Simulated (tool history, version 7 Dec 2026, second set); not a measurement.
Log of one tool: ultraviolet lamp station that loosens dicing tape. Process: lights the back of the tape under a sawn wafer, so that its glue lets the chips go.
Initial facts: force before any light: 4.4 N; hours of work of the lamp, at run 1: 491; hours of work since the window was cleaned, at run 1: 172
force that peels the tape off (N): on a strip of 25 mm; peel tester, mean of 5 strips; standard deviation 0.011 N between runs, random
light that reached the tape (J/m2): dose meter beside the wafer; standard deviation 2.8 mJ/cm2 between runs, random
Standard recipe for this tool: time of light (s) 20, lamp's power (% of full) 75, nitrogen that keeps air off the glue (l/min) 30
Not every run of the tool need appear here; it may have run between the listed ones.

run	hour	time of light (s)	lamp's power (% of full)	nitrogen that keeps air off the glue (l/min)	hours of work of the lamp	hours of work since the window was cleaned	force that peels the tape off (N)	light that reached the tape (J/m2)
1	0.0	20	75	30	491	172	0.649	3160
2	11.0	20	75	30	499	181	0.656	3130
3	27.6	20	67	30	512	193	0.797	2770
4	34.8	20	67	30	517	199	0.778	2770
5	46.3	20	67	30	526	207	0.839	2770
6	55.7	20	67	30	533	214	0.768	2750
7	70.8	20	67	30	544	226	0.812	2740
# hour 72.3: window cleaned of glue's vapour
8	82.1	14	75	30	552	7	1.123	2080
9	90.0	14	67	30	558	13	1.319	1850
10	104.2	40	82	45	569	24	0.252	6530

Consider 5 possible next runs. They are alternatives, not a sequence: every one starts from the tool as it was left by run 10. What does each give?
# hour 105.7: window cleaned of glue's vapour, once more
A	120.9	40	74	24	581	11	?	?
# hour 105.7: window cleaned of glue's vapour, once more
B	120.9	23	75	26	581	11	?	?
# hour 105.7: window cleaned of glue's vapour, once more
C	120.9	40	86	58	581	11	?	?
# hour 105.7: window cleaned of glue's vapour, once more
D	120.9	20	75	30	581	11	?	?
# hour 105.7: window cleaned of glue's vapour, once more
E	120.9	36	71	21	581	11	?	?

run	force that peels the tape off (N)	light that reached the tape (J/m2)
A	0.295	6390
B	0.551	3670
C	0.244	7350
D	0.627	3230
E	0.348	5550
With the hidden condition removed and each run's random variation left untouched, the same runs would have given:
run	force that peels the tape off (N)	light that reached the tape (J/m2)
A	0.261	7800
B	0.410	4490
C	0.239	8980
D	0.466	3950
E	0.286	6780
